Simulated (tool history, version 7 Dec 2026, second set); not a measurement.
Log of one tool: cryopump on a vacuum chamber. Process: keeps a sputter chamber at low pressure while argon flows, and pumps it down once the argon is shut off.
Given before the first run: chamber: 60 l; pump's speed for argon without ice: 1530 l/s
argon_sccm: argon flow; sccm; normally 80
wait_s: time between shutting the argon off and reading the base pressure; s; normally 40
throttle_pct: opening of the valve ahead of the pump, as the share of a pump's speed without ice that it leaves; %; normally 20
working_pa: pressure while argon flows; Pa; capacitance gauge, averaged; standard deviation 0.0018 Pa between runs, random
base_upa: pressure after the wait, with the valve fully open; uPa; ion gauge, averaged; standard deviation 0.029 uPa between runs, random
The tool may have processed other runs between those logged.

run	hour	argon_sccm	wait_s	throttle_pct	working_pa	base_upa
1	0	80	40	20	0.4645	2.04
2	85.6	80	40	20	0.472	2.15
3	138.5	80	40	20	0.4776	2.22
# hour 179: pump warmed up, emptied and cooled again
4	225.2	80	40	20	0.4448	2
5	288.1	80	40	20	0.4501	2
6	348	80	40	49	0.188	2.1
7	401.8	80	40	20	0.4553	2.06
8	449.6	80	40	20	0.4593	2.12
9	492.1	80	40	20	0.4571	2.16
10	536.3	80	40	20	0.4613	2.21
11	600.2	80	40	20	0.4691	2.23
12	658.5	80	40	20	0.4684	2.3
13	715.3	80	40	20	0.469	2.37
# hour 767.5: pump warmed up, emptied and cooled again
14	796.4	80	40	20	0.4436	2.04
15	873.9	37	40	20	0.2095	2.14
16	936.1	80	40	32	0.2876	2.22
17	986.1	80	40	20	0.4537	2.18
18	1027.3	80	40	21	0.4345	2.22
19	1109.6	151	37	16	1.0764	2.3
20	1158.3	86	40	53	0.2048	2.34
# hour 1228.5: leaking fittings of the chamber tightened, without venting
21	1228.5	95	55	25	0.4522	1.13
22	1283.2	95	55	25	0.453	1.16
23	1343.7	33	160	17	0.2288	0.6
# hour 1356.9: pump warmed up, emptied and cooled again
24	1395.2	119	160	22	0.6044	0.53
25	1445.8	80	175	20	0.4503	0.52
26	1493.9	80	175	20	0.4516	0.52
27	1535.6	80	40	24	0.3793	1.51
28	1581.2	80	230	21	0.4348	0.53
29	1630.5	80	21	21	0.4356	2.59
30	1698.8	80	21	21	0.4381	2.66
31	1758.8	53	184	20	0.3088	0.63
32	1836.6	53	184	20	0.3126	0.66
33	1885.8	58	27	20	0.3452	2.2

Below, some changes in working_pa between adjacent runs. For each, the amount present without the hidden state too (settings, incoming material, random variation) and the amount remaining for the hidden state with gauge scatter not shared by both compared results:
The tool's hidden condition here consists of: pump's speed, % of a pump's without ice; cold plate's temperature, K; leak into the chamber, uPa l/s; drift of the gauge itself on working_pa, %; drift of the gauge itself on base_upa, %.
Run 3 -> 4: pump warmed up, emptied and cooled again. working_pa -0.0328 Pa: hidden state -0.0295, all else -0.0033.
Run 13 -> 14: pump warmed up, emptied and cooled again. working_pa -0.0254 Pa: hidden state -0.0266, all else +0.0012.
Run 18 -> 19: argon_sccm 80 -> 151, wait_s 40 -> 37, throttle_pct 21 -> 16. working_pa +0.6419 Pa: hidden state +0.0223, all else +0.6196.
Run 19 -> 20: argon_sccm 151 -> 86, wait_s 37 -> 40, throttle_pct 16 -> 53. working_pa -0.8716 Pa: hidden state -0.0126, all else -0.859.
Run 22 -> 23: argon_sccm 95 -> 33, wait_s 55 -> 160, throttle_pct 25 -> 17. working_pa -0.2242 Pa: hidden state -0.0225, all else -0.2017.
Run 23 -> 24: argon_sccm 33 -> 119, throttle_pct 17 -> 22, pump warmed up, emptied and cooled again. working_pa +0.3756 Pa: hidden state -0.0069, all else +0.3825.

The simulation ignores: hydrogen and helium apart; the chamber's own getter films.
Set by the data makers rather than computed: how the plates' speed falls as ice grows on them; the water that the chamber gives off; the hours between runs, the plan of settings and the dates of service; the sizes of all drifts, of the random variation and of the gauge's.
